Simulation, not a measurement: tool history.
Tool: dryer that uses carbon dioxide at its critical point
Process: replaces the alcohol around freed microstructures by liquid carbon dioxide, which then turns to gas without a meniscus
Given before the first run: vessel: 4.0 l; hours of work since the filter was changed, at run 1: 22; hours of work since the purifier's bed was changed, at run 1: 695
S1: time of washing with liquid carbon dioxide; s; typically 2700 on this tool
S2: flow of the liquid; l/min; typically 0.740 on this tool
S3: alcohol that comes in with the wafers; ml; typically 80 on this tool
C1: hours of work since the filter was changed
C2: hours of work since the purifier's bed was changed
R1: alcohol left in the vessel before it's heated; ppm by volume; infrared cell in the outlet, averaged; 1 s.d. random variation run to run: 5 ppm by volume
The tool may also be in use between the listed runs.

run,hour,S1,S2,S3,C1,C2,R1
1,0.0,2700,0.740,80,22,695,153
2,66.3,2700,0.740,80,51,724,144
3,126.1,1920,0.740,80,77,750,387
4,173.9,1920,0.740,80,98,772,389
5,225.0,2700,0.615,80,121,794,260
6,285.4,2700,0.934,80,148,821,122
7,317.5,4140,1.009,80,162,835,112
# hour 354.3: inlet filter changed
8,354.3,4140,1.009,80,0,851,111
9,408.7,3720,0.740,57,24,875,117
10,443.7,3720,0.740,57,39,890,138
# hour 451.5: purifier's bed changed
11,479.6,3720,0.740,57,54,12,0
12,513.1,3720,0.740,57,69,27,19

Alternative continuations, all from the tool just after run 12; predict every row:
A,566.8,3720,0.545,57,92,51,?
B,566.8,3180,0.756,23,92,51,?
C,566.8,4260,0.740,80,92,51,?
D,566.8,1920,0.628,104,92,51,?
E,566.8,1620,0.630,29,92,51,?

run,R1
A,49
B,19
C,22
D,686
E,339
Without the tool's hidden state the same runs would have given:
run,R1
A,34
B,10
C,14
D,582
E,291
